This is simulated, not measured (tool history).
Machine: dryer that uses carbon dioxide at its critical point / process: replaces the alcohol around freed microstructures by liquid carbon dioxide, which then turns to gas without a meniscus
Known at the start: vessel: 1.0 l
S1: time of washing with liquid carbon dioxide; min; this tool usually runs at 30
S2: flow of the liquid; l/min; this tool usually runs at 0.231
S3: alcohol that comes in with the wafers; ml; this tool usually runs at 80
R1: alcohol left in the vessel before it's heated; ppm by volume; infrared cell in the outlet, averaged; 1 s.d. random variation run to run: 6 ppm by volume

Run 1, hour 0: usual settings. Result: R1 381 ppm by volume.
Run 2, hour 16.4: usual settings. Result: R1 402 ppm by volume.
Run 3, hour 37.3: usual settings. Result: R1 423 ppm by volume.
Run 4, hour 47.5: usual settings but S1 27 min. Result: R1 700 ppm by volume.
Run 5, hour 66.4: usual settings but S1 27 min. Result: R1 742 ppm by volume.
Run 6, hour 83.1: usual settings. Result: R1 449 ppm by volume.
At hour 89.9: inlet filter changed.
Run 7, hour 94.9: usual settings. Result: R1 257 ppm by volume.
Run 8, hour 116.5: usual settings but S1 22 min. Result: R1 1149 ppm by volume.
Run 9, hour 135: usual settings. Result: R1 274 ppm by volume.
Run 10, hour 156.6: usual settings. Result: R1 295 ppm by volume.
Run 11, hour 174: usual settings. Result: R1 303 ppm by volume.
Run 12, hour 186.1: usual settings. Result: R1 296 ppm by volume.
Run 13, hour 198.9: usual settings. Result: R1 309 ppm by volume.
Run 14, hour 209.6: usual settings but S2 0.263 l/min. Result: R1 161 ppm by volume.
Run 15, hour 231: usual settings but S2 0.263 l/min, S3 22 ml. Result: R1 68 ppm by volume.
Run 16, hour 250.8: usual settings but S2 0.263 l/min, S3 22 ml. Result: R1 73 ppm by volume.
Run 17, hour 262: usual settings but S2 0.263 l/min, S3 22 ml. Result: R1 80 ppm by volume.
Run 18, hour 276.9: usual settings. Result: R1 350 ppm by volume.
Run 19, hour 288.3: usual settings. Result: R1 374 ppm by volume.
Run 20, hour 305.1: usual settings. Result: R1 366 ppm by volume.
Run 21, hour 327.5: usual settings but S1 25 min. Result: R1 915 ppm by volume.
Run 22, hour 340.6: usual settings. Result: R1 401 ppm by volume.
Run 23, hour 351: usual settings. Result: R1 415 ppm by volume.
Run 24, hour 371.7: usual settings but S2 0.141 l/min. Result: R1 3294 ppm by volume.
Run 25, hour 394.6: usual settings but S1 42 min, S2 0.162 l/min, S3 43 ml. Result: R1 300 ppm by volume.
Run 26, hour 408.3: usual settings but S1 34 min, S2 0.317 l/min, S3 69 ml. Result: R1 56 ppm by volume.
Run 27, hour 423.3: usual settings but S1 34 min, S2 0.204 l/min, S3 93 ml. Result: R1 552 ppm by volume.
Run 28, hour 443.6: usual settings but S1 34 min, S2 0.204 l/min, S3 93 ml. Result: R1 571 ppm by volume.
At hour 457.9: inlet filter changed.
Run 29, hour 465.9: usual settings but S1 34 min, S2 0.204 l/min, S3 93 ml. Result: R1 316 ppm by volume.
Run 30, hour 482.6: usual settings but S1 34 min, S2 0.204 l/min, S3 93 ml. Result: R1 321 ppm by volume.
Run 31, hour 502.7: usual settings but S1 29 min, S2 0.159 l/min, S3 102 ml. Result: R1 2318 ppm by volume.
Run 32, hour 517.5: usual settings but S1 29 min, S2 0.159 l/min, S3 102 ml. Result: R1 2382 ppm by volume.
Run 33, hour 536.6: usual settings but S1 19 min, S2 0.168 l/min, S3 58 ml. Result: R1 4330 ppm by volume.
Run 34, hour 550.3: usual settings but S1 19 min, S2 0.168 l/min, S3 58 ml. Result: R1 4273 ppm by volume.
Run 35, hour 566.2: usual settings but S1 23 min, S2 0.212 l/min, S3 64 ml. Result: R1 1227 ppm by volume.
Run 36, hour 581.4: usual settings but S1 34 min, S2 0.362 l/min, S3 40 ml. Result: R1 59 ppm by volume.
Run 37, hour 602.5: usual settings but S1 34 min, S2 0.362 l/min, S3 40 ml. Result: R1 60 ppm by volume.
Run 38, hour 619.2: usual settings but S1 20 min, S2 0.262 l/min, S3 65 ml. Result: R1 1009 ppm by volume.
Run 39, hour 642.2: usual settings but S1 32 min, S3 23 ml. Result: R1 129 ppm by volume.
Run 40, hour 657.6: usual settings but S2 0.249 l/min, S3 23 ml. Result: R1 107 ppm by volume.
Run 41, hour 674.4: usual settings but S2 0.14 l/min. Result: R1 3211 ppm by volume.
Run 42, hour 687.9: usual settings but S1 38 min, S2 0.14 l/min. Result: R1 1373 ppm by volume.
Run 43, hour 697.8: usual settings but S1 19 min, S2 0.237 l/min, S3 45 ml. Result: R1 1392 ppm by volume.
Run 44, hour 712: usual settings but S3 52 ml. Result: R1 303 ppm by volume.
Run 45, hour 723.4: usual settings but S3 52 ml. Result: R1 307 ppm by volume.
Run 46, hour 746.4: usual settings but S1 36 min, S2 0.178 l/min, S3 58 ml. Result: R1 492 ppm by volume.

How would selected steps in R1 from run to run divide? Give the signed amount a tool lacking its hidden state would still show from settings, what came in and random variation, and the signed amount left for the hidden state, including any gauge scatter that is not in both of the compared results.
Unlogged tool condition in this case: flow that reaches the vessel past the clogged filter, %; alcohol in the recycled carbon dioxide, ppm; drift of the gauge itself on alcohol_ppm, %.
Run 23 -> 24: S2 0.231 -> 0.141. R1 +2879 ppm by volume: hidden state +785, all else +2094.
Run 24 -> 25: S1 30 -> 42, S2 0.141 -> 0.162, S3 80 -> 43. R1 -2994 ppm by volume: hidden state -820, all else -2174.
Run 34 -> 35: S1 19 -> 23, S2 0.168 -> 0.212, S3 58 -> 64. R1 -3046 ppm by volume: hidden state -186, all else -2860.
Run 40 -> 41: S2 0.249 -> 0.14, S3 23 -> 80. R1 +3104 ppm by volume: hidden state +711, all else +2393.
